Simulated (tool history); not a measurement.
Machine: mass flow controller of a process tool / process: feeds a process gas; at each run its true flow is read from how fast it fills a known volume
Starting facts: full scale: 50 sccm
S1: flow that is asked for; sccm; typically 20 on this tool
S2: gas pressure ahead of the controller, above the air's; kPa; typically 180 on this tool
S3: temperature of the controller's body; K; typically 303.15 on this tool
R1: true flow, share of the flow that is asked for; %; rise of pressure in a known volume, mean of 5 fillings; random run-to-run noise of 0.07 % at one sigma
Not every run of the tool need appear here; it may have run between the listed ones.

run	hour	S1	S2	S3	R1
1	0.0	20	180	303.15	98.52
2	103.1	20	180	303.15	98.71
3	163.8	20	180	303.15	98.59
4	261.1	20	180	303.15	98.66
5	317.0	20	277	303.15	98.46
6	397.5	20	277	303.15	98.27
7	480.6	20	180	303.15	98.58
8	586.3	6	180	303.15	98.81
9	656.7	6	180	303.15	98.79
10	712.4	20	160	303.15	98.79

Estimate the outcome of run 11 from the log above:
11	796.6	14	169	310.15	?

{"run 11": {"R1": 97.98}}
Minus the tool's unlogged condition, the same run would have read R1 96.88 %.
